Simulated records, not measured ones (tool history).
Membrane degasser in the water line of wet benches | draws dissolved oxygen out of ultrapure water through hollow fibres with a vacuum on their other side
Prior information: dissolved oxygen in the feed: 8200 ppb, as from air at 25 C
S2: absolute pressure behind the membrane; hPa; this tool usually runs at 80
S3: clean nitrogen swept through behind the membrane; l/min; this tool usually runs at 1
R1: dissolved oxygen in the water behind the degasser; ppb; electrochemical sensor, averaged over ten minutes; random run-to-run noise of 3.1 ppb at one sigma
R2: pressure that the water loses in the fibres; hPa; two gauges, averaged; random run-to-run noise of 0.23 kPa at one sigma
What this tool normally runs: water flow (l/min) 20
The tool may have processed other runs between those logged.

run 1 hour=0 | water_flow_(l/min)=20 S2=80 S3=1 | R1=335.8 R2=594.4
run 2 hour=161 | water_flow_(l/min)=20 S2=80 S3=1 | R1=330.2 R2=596.3
run 3 hour=345.9 | water_flow_(l/min)=20 S2=80 S3=1 | R1=341.7 R2=595.2
run 4 hour=442 | water_flow_(l/min)=28 S2=80 S3=1 | R1=527.9 R2=838.9
run 5 hour=628.2 | water_flow_(l/min)=13 S2=80 S3=1 | R1=191.5 R2=392.2
run 6 hour=828.9 | water_flow_(l/min)=15 S2=80 S3=0.6 | R1=328.5 R2=450.8
run 7 hour=971 | water_flow_(l/min)=15 S2=80 S3=0.6 | R1=331.1 R2=449.5
run 8 hour=1062.3 | water_flow_(l/min)=31 S2=59.9 S3=0.6 | R1=601.2 R2=935.7
run 9 hour=1237.3 | water_flow_(l/min)=25 S2=149 S3=0.41 | R1=1325.4 R2=754.2
run 10 hour=1417.6 | water_flow_(l/min)=32 S2=144.9 S3=1 | R1=1001.7 R2=958.4

Alternative continuations, all from the tool just after run 10; predict every row:
run A hour=1614.5 | water_flow_(l/min)=20 S2=51.6 S3=1 | R1=? R2=?
run B hour=1614.5 | water_flow_(l/min)=19 S2=144.9 S3=1 | R1=? R2=?
run C hour=1614.5 | water_flow_(l/min)=30 S2=82.5 S3=0.57 | R1=? R2=?

run=A R1=225.4 R2=600.6
run=B R1=581 R2=575.8
run=C R1=799.8 R2=905.6
The same runs, with their run-to-run variation unchanged, on a tool lacking any hidden condition would have given:
run=A R1=189.7 R2=584.6
run=B R1=540.6 R2=560.5
run=C R1=735.8 R2=881.5
